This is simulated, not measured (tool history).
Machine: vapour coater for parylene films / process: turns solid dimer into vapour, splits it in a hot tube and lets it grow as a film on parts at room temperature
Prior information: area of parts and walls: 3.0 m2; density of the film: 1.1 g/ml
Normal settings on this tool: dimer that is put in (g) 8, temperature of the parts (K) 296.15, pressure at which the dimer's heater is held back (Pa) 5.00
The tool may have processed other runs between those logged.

run   hour  dimer that is put in (g)  temperature of the parts (K)  pressure at which the dimer's heater is held back (Pa)  thickness of the film (um)
  1    0.0                         8                        296.15                                                    5.00                       1.610
  2   15.3                         8                        296.15                                                    5.00                       1.603
  3   26.0                         8                        296.15                                                    5.00                       1.602
  4   33.8                         8                        296.15                                                    5.00                       1.602
  5   45.6                         8                        296.15                                                    5.00                       1.597
  6   57.5                         8                        296.15                                                    2.55                       1.687
  7   68.0                         8                        296.15                                                    2.55                       1.673
  8   80.8                         8                        295.15                                                    5.00                       1.660
  9   88.6                         8                        296.15                                                    5.00                       1.583
 10  103.2                         8                        296.15                                                    5.00                       1.591
 11  113.0                         8                        296.15                                                    5.00                       1.589
 12  119.8                         8                        296.15                                                    5.00                       1.594
 13  129.9                         8                        296.15                                                    5.00                       1.582
 14  138.1                         3                        289.15                                                    2.96                       0.816
 15  150.1                         3                        289.15                                                    2.96                       0.801
 16  161.4                         5                        291.15                                                    5.00                       1.187
     166.6  -- trap's valve overhauled
 17  176.3                         5                        291.15                                                    5.00                       1.174
 18  189.4                        12                        301.15                                                   10.21                       1.839
 19  202.9                        13                        301.15                                                    7.38                       2.036
     212.8  -- trap's valve overhauled, once more
 20  216.0                         7                        292.15                                                    5.45                       1.647
 21  223.3                         7                        292.15                                                    5.45                       1.643
 22  231.5                         9                        292.15                                                    5.45                       2.106
 23  241.2                         9                        296.15                                                    3.51                       1.872
 24  256.2                         9                        296.15                                                    3.51                       1.870
 25  266.3                         8                        292.15                                                    8.20                       1.803

Measured minus without-hidden-state, run by run (identical run-to-run variation in each term; gauge scatter may differ):
Hidden state at play: vapour lost through the trap's worn valve, %; true temperature of the parts over the reading, C; drift of the gauge itself on film_um, %.
run  thickness of the film (um)
  1                      -0.013
  2                      -0.014
  3                      -0.015
  4                      -0.016
  5                      -0.017
  6                      -0.020
  7                      -0.021
  8                      -0.022
  9                      -0.022
 10                      -0.023
 11                      -0.024
 12                      -0.025
 13                      -0.026
 14                      -0.013
 15                      -0.014
 16                      -0.021
 17                      -0.043
 18                      -0.068
 19                      -0.078
 20                      +0.005
 21                      +0.004
 22                      +0.005
 23                      +0.003
 24                      +0.001
 25                      +0.000
